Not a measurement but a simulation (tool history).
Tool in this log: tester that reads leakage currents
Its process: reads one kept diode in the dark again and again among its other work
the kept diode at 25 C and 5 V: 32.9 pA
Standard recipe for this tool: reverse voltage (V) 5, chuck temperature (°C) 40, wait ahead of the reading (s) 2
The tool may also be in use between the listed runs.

run	hour	reverse voltage (V)	chuck temperature (°C)	wait ahead of the reading (s)	current that the tester gives (pA)
1	0	5	40	2	93.58
2	210.5	5	40	2	100.45
3	378.8	5	40	2	100.92
4	630.6	5	40	2	100.58
5	808	5	21	2	29.45
6	993.2	5	21	0.33	32.23
7	1194.5	5	21	0.33	32.99
8	1389.1	5	40	0.32	103.78
9	1508.7	5	59	2	326.84
10	1689	5	59	2	339.17
11	1855.2	5	59	2	339.73
12	2126.3	8.77	22	0.74	55.43
13	2381.2	1.41	59	0.5	169.23
14	2662.6	2.14	43	6.97	80.79
15	2840	1.48	25	2	22.12
16	3074.2	1.48	25	2	22.17
17	3235.8	1.62	40	1.59	60
18	3422.5	17.91	34	0.39	205.76
19	3645.8	17.91	34	0.39	207.99
20	3925.4	3.77	34	0.39	56.25

Removed from this log: 5 entries logged between the listed runs. Between which two listed runs does each belong, and how does the tool's hidden state at the listed run before it compare with that at the listed run after it?
From run 1 to run 2: chuck's temperature calibrated (hour 203.3)
  stray current of the dirty probe card, pA a volt: 0.342 -> 0.508; current scale over the true one, %: 0.71 -> 0.74; true chuck temperature over the reading, C: -0.88 -> 0.05
  measured value less the no-hidden-state value, current that the tester gives (pA): -3.38 -> +3.53
From run 9 to run 10: chuck's temperature calibrated (hour 1689)
  stray current of the dirty probe card, pA a volt: 1.558 -> 1.695; current scale over the true one, %: 0.94 -> 0.97; true chuck temperature over the reading, C: -0.63 -> 0.01
  measured value less the no-hidden-state value, current that the tester gives (pA): -1.51 -> +11.72
From run 12 to run 13: probe card cleaned and baked (hour 2149.3)
  stray current of the dirty probe card, pA a volt: 2.059 -> 3.109; current scale over the true one, %: 1.03 -> 1.07; true chuck temperature over the reading, C: -0.23 -> -0.37
  measured value less the no-hidden-state value, current that the tester gives (pA): +17.85 -> +2.46
From run 16 to run 17: chuck's temperature calibrated (hour 3181.5)
  stray current of the dirty probe card, pA a volt: 3.693 -> 3.814; current scale over the true one, %: 1.18 -> 1.2; true chuck temperature over the reading, C: -0.74 -> -0.03
  measured value less the no-hidden-state value, current that the tester gives (pA): +4.76 -> +6.77
From run 19 to run 20: probe card cleaned and baked, once more (hour 3774.8)
  stray current of the dirty probe card, pA a volt: 4.152 -> 0.141; current scale over the true one, %: 1.27 -> 1.31; true chuck temperature over the reading, C: -0.24 -> -0.38
  measured value less the no-hidden-state value, current that the tester gives (pA): +74.53 -> -0.27
